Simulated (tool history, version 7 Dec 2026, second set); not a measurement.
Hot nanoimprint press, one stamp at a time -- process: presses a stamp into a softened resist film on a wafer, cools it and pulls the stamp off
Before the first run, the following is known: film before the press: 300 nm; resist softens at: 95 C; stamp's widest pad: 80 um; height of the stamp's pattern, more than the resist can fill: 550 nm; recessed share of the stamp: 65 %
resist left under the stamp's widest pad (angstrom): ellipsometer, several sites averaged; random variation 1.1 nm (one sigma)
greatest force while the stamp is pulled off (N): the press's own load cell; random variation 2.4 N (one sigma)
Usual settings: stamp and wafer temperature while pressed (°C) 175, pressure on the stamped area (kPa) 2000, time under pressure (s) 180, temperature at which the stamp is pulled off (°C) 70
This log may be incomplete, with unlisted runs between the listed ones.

| run | hour | stamp and wafer temperature while pressed (°C) | pressure on the stamped area (kPa) | time under pressure (s) | temperature at which the stamp is pulled off (°C) | resist left under the stamp's widest pad (angstrom) | greatest force while the stamp is pulled off (N) |
|---|---|---|---|---|---|---|---|
| 1 | 0 | 175 | 2000 | 180 | 70 | 1754 | 141 |
| 2 | 10.4 | 175 | 2000 | 180 | 76 | 1755 | 123 |
| 3 | 24.4 | 175 | 2000 | 302 | 70 | 1500 | 144 |
| 4 | 36.5 | 175 | 2860 | 180 | 70 | 1495 | 149 |
| 5 | 45.4 | 175 | 2000 | 180 | 70 | 1764 | 153 |
|  | 64.7 | stamp cleaned and given a new release coat |
| 6 | 66.7 | 175 | 2240 | 180 | 70 | 1666 | 112 |
| 7 | 74.6 | 175 | 2240 | 180 | 70 | 1686 | 119 |
| 8 | 87.3 | 175 | 2000 | 180 | 70 | 1775 | 116 |
| 9 | 103.3 | 174 | 1800 | 223 | 70 | 1799 | 120 |
| 10 | 114.3 | 185 | 2000 | 155 | 70 | 1342 | 118 |
| 11 | 122.7 | 185 | 2000 | 155 | 70 | 1334 | 120 |
| 12 | 136.1 | 181 | 2000 | 180 | 63 | 1439 | 144 |
| 13 | 150.2 | 181 | 2000 | 180 | 63 | 1450 | 149 |
| 14 | 167.7 | 181 | 1570 | 180 | 69 | 1624 | 125 |
| 15 | 179.4 | 179 | 1400 | 180 | 70 | 1834 | 132 |

For some of the steps in resist left under the stamp's widest pad (angstrom) from one run to the next: how much would appear even if the tool had no hidden state, given the settings, what came in and random variation, and how much remains for the hidden state plus any gauge scatter that the measured result and the result without hidden state don't share?
Unlogged tool condition in this case: true temperature over the reading, C; pressure that arrives at the usual setting, %; grip of the stamp's worn release coat, % over a new coat's; drift of the gauge itself on residual_nm, %; drift of the gauge itself on pull_off_n, %.
Run 9 -> 10: stamp and wafer temperature while pressed (°C) 174 -> 185, pressure on the stamped area (kPa) 1800 -> 2000, time under pressure (s) 223 -> 155. resist left under the stamp's widest pad (angstrom) -457: hidden state -20, all else -437.
